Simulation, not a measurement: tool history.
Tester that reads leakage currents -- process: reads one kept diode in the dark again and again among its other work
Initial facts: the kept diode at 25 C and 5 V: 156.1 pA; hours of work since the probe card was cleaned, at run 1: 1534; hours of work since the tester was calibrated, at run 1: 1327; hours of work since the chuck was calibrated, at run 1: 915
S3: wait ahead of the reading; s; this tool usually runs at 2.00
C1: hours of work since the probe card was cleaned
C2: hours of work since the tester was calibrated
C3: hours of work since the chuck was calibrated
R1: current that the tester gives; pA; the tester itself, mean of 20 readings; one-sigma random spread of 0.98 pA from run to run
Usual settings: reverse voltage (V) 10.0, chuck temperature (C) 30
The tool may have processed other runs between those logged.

{"run": 1, "day": 0.0, "reverse voltage (V)": 10.0, "chuck temperature (C)": 30, "S3": 2.0, "C1": 1534, "C2": 1327, "C3": 915, "R1": 321.41}
{"run": 2, "day": 4.929, "reverse voltage (V)": 10.0, "chuck temperature (C)": 30, "S3": 2.0, "C1": 1601, "C2": 1395, "C3": 982, "R1": 324.53}
{"run": 3, "day": 8.908, "reverse voltage (V)": 10.0, "chuck temperature (C)": 30, "S3": 8.28, "C1": 1656, "C2": 1449, "C3": 1036, "R1": 318.52}
{"run": 4, "day": 13.354, "reverse voltage (V)": 10.0, "chuck temperature (C)": 30, "S3": 0.47, "C1": 1716, "C2": 1510, "C3": 1097, "R1": 324.68}
{"run": 5, "day": 17.658, "reverse voltage (V)": 10.0, "chuck temperature (C)": 48, "S3": 2.0, "C1": 1775, "C2": 1568, "C3": 1156, "R1": 1360.69}
{"run": 6, "day": 20.292, "reverse voltage (V)": 10.0, "chuck temperature (C)": 30, "S3": 2.0, "C1": 1811, "C2": 1604, "C3": 1192, "R1": 319.83}
{"run": 7, "day": 25.383, "reverse voltage (V)": 10.0, "chuck temperature (C)": 30, "S3": 2.0, "C1": 1880, "C2": 1674, "C3": 1261, "R1": 318.12}
{"run": 8, "day": 28.492, "reverse voltage (V)": 10.0, "chuck temperature (C)": 55, "S3": 2.0, "C1": 1923, "C2": 1716, "C3": 1304, "R1": 2292.32}
{"run": 9, "day": 31.467, "reverse voltage (V)": 10.0, "chuck temperature (C)": 38, "S3": 2.0, "C1": 1964, "C2": 1757, "C3": 1344, "R1": 609.14}
{"run": 10, "day": 35.471, "reverse voltage (V)": 2.6, "chuck temperature (C)": 38, "S3": 2.0, "C1": 2018, "C2": 1812, "C3": 1399, "R1": 339.18}
{"run": 11, "day": 39.842, "reverse voltage (V)": 1.2, "chuck temperature (C)": 30, "S3": 2.0, "C1": 2078, "C2": 1871, "C3": 1459, "R1": 123.79}
{"run": 12, "day": 42.796, "reverse voltage (V)": 10.0, "chuck temperature (C)": 30, "S3": 9.0, "C1": 2118, "C2": 1912, "C3": 1499, "R1": 311.08}
{"day": 43.621, "done": "probe card cleaned and baked"}
{"run": 13, "day": 47.008, "reverse voltage (V)": 10.0, "chuck temperature (C)": 30, "S3": 9.0, "C1": 46, "C2": 1967, "C3": 1555, "R1": 293.48}
{"run": 14, "day": 50.988, "reverse voltage (V)": 10.0, "chuck temperature (C)": 26, "S3": 9.0, "C1": 101, "C2": 2022, "C3": 1609, "R1": 204.95}
{"day": 52.338, "done": "chuck's temperature calibrated"}
{"run": 15, "day": 53.742, "reverse voltage (V)": 10.0, "chuck temperature (C)": 26, "S3": 9.0, "C1": 137, "C2": 2058, "C3": 19, "R1": 232.27}
{"run": 16, "day": 59.642, "reverse voltage (V)": 10.0, "chuck temperature (C)": 26, "S3": 9.0, "C1": 218, "C2": 2139, "C3": 100, "R1": 230.82}
{"run": 17, "day": 65.288, "reverse voltage (V)": 10.0, "chuck temperature (C)": 26, "S3": 9.0, "C1": 295, "C2": 2216, "C3": 177, "R1": 230.85}
{"run": 18, "day": 68.546, "reverse voltage (V)": 10.0, "chuck temperature (C)": 26, "S3": 9.0, "C1": 339, "C2": 2260, "C3": 221, "R1": 230.61}
{"run": 19, "day": 74.521, "reverse voltage (V)": 10.0, "chuck temperature (C)": 30, "S3": 2.0, "C1": 421, "C2": 2342, "C3": 303, "R1": 326.25}
{"run": 20, "day": 77.096, "reverse voltage (V)": 10.0, "chuck temperature (C)": 34, "S3": 2.0, "C1": 456, "C2": 2377, "C3": 338, "R1": 461.39}
{"run": 21, "day": 82.212, "reverse voltage (V)": 4.0, "chuck temperature (C)": 55, "S3": 2.0, "C1": 526, "C2": 2447, "C3": 408, "R1": 1659.96}
{"run": 22, "day": 85.033, "reverse voltage (V)": 3.7, "chuck temperature (C)": 30, "S3": 2.0, "C1": 564, "C2": 2485, "C3": 446, "R1": 212.4}
{"run": 23, "day": 89.317, "reverse voltage (V)": 3.7, "chuck temperature (C)": 30, "S3": 2.0, "C1": 623, "C2": 2544, "C3": 505, "R1": 210.84}
{"run": 24, "day": 93.975, "reverse voltage (V)": 1.4, "chuck temperature (C)": 31, "S3": 2.0, "C1": 686, "C2": 2607, "C3": 568, "R1": 152.83}
{"run": 25, "day": 98.15, "reverse voltage (V)": 1.4, "chuck temperature (C)": 60, "S3": 8.9, "C1": 743, "C2": 2664, "C3": 625, "R1": 1513.61}
{"run": 26, "day": 103.012, "reverse voltage (V)": 10.0, "chuck temperature (C)": 20, "S3": 2.0, "C1": 809, "C2": 2731, "C3": 692, "R1": 134.06}
{"run": 27, "day": 106.975, "reverse voltage (V)": 3.5, "chuck temperature (C)": 31, "S3": 2.0, "C1": 864, "C2": 2785, "C3": 746, "R1": 221.0}
{"run": 28, "day": 112.962, "reverse voltage (V)": 2.8, "chuck temperature (C)": 25, "S3": 1.36, "C1": 945, "C2": 2866, "C3": 827, "R1": 117.61}
{"run": 29, "day": 116.529, "reverse voltage (V)": 2.8, "chuck temperature (C)": 25, "S3": 1.36, "C1": 994, "C2": 2915, "C3": 876, "R1": 117.78}
{"run": 30, "day": 120.346, "reverse voltage (V)": 10.0, "chuck temperature (C)": 30, "S3": 1.06, "C1": 1046, "C2": 2967, "C3": 928, "R1": 317.07}
{"run": 31, "day": 126.083, "reverse voltage (V)": 10.0, "chuck temperature (C)": 30, "S3": 1.06, "C1": 1124, "C2": 3045, "C3": 1007, "R1": 314.73}
{"run": 32, "day": 129.471, "reverse voltage (V)": 16.1, "chuck temperature (C)": 44, "S3": 1.72, "C1": 1171, "C2": 3092, "C3": 1053, "R1": 1216.66}
{"run": 33, "day": 132.958, "reverse voltage (V)": 4.6, "chuck temperature (C)": 30, "S3": 2.0, "C1": 1218, "C2": 3139, "C3": 1100, "R1": 224.09}
{"run": 34, "day": 137.058, "reverse voltage (V)": 1.0, "chuck temperature (C)": 39, "S3": 0.34, "C1": 1274, "C2": 3195, "C3": 1156, "R1": 249.12}
{"run": 35, "day": 142.921, "reverse voltage (V)": 1.0, "chuck temperature (C)": 39, "S3": 0.34, "C1": 1354, "C2": 3275, "C3": 1236, "R1": 248.22}
{"run": 36, "day": 145.554, "reverse voltage (V)": 10.0, "chuck temperature (C)": 22, "S3": 2.0, "C1": 1390, "C2": 3311, "C3": 1272, "R1": 157.44}
{"run": 37, "day": 148.979, "reverse voltage (V)": 10.0, "chuck temperature (C)": 22, "S3": 2.0, "C1": 1437, "C2": 3358, "C3": 1319, "R1": 156.66}
{"run": 38, "day": 154.8, "reverse voltage (V)": 15.7, "chuck temperature (C)": 45, "S3": 0.65, "C1": 1516, "C2": 3437, "C3": 1398, "R1": 1279.76}
{"run": 39, "day": 158.021, "reverse voltage (V)": 8.0, "chuck temperature (C)": 29, "S3": 2.0, "C1": 1560, "C2": 3481, "C3": 1442, "R1": 256.67}
{"run": 40, "day": 162.358, "reverse voltage (V)": 8.0, "chuck temperature (C)": 29, "S3": 2.0, "C1": 1620, "C2": 3541, "C3": 1502, "R1": 255.41}

Consider 4 possible next runs. They are alternatives, not a sequence: every one starts from the tool as it was left by run 40. What does each give?
{"run": "A", "day": 167.567, "reverse voltage (V)": 16.5, "chuck temperature (C)": 29, "S3": 2.0, "C1": 1691, "C2": 3612, "C3": 1573, "R1": "?"}
{"run": "B", "day": 167.567, "reverse voltage (V)": 6.1, "chuck temperature (C)": 39, "S3": 9.84, "C1": 1691, "C2": 3612, "C3": 1573, "R1": "?"}
{"run": "C", "day": 167.567, "reverse voltage (V)": 1.1, "chuck temperature (C)": 30, "S3": 1.39, "C1": 1691, "C2": 3612, "C3": 1573, "R1": "?"}
{"run": "D", "day": 167.567, "reverse voltage (V)": 8.0, "chuck temperature (C)": 29, "S3": 0.56, "C1": 1691, "C2": 3612, "C3": 1573, "R1": "?"}

run=A R1=353.57
run=B R1=518.70
run=C R1=117.15
run=D R1=257.93
What these runs would have given with no unlogged condition in the tool:
run=A R1=370.14
run=B R1=567.32
run=C R1=129.46
run=D R1=276.00
